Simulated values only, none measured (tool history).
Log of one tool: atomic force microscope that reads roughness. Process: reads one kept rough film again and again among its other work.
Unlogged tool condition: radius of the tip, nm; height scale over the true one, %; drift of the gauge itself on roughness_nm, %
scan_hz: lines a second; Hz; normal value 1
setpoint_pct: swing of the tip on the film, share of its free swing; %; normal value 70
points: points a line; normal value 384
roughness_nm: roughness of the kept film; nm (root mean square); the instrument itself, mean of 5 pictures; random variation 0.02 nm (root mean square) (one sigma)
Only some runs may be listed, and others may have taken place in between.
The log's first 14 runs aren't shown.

run	hour	scan_hz	setpoint_pct	points	pictures with this tip	hours of work since the height scale was calibrated	roughness_nm
15	141.8	1	70	629	32	241	4.389
16	156.2	1	70	384	52	247	3.997
17	168.3	1	70	384	68	253	3.741
# hour 173: new tip fitted
18	177	1	70	384	5	256	4.893
19	187.2	1	55	384	19	260	4.696
20	196.4	1	55	384	32	264	4.43
21	211.2	1	55	384	52	270	4.085
22	222.7	1	55	384	68	275	3.842
# hour 228.1: new tip fitted
23	237.1	1.43	70	429	12	281	4.644
24	249	1.55	70	671	29	286	4.318
25	258	1.55	70	671	41	290	4.074
# hour 260.4: height scale calibrated on a step standard
26	265.4	0.63	68	990	50	2	4.088
27	280.4	1.58	88	990	70	8	3.373
# hour 284.1: new tip fitted
28	295.5	0.54	65	551	15	15	4.76
29	303.3	2.35	76	521	26	18	4.121
30	317.8	0.67	73	607	45	24	4.165
# hour 327: height scale calibrated on a step standard, once more
31	327.9	0.67	73	607	58	0	3.949
# hour 340.2: new tip fitted
32	343.9	3.37	81	694	5	7	4.165
33	353.1	1.83	89	429	17	11	4.061
34	361.4	1.83	70	285	29	14	4.188
35	374.9	1.83	70	285	47	20	3.923
36	386.5	1.48	66	339	63	25	3.811
# hour 395.3: new tip fitted
37	402.7	0.89	70	384	10	32	4.774
38	416.6	1	59	457	29	37	4.424
39	426.3	2.82	70	384	42	42	3.895

Alternative continuations, all from the tool just after run 39; predict every row:
A	438.3	1.2	62	624	59	47	?
B	438.3	4	70	765	59	47	?
C	438.3	1	83	375	59	47	?

run	roughness_nm
A	3.92
B	3.543
C	3.721
What these runs would have given with no unlogged condition in the tool:
run	roughness_nm
A	5.078
B	4.591
C	4.82
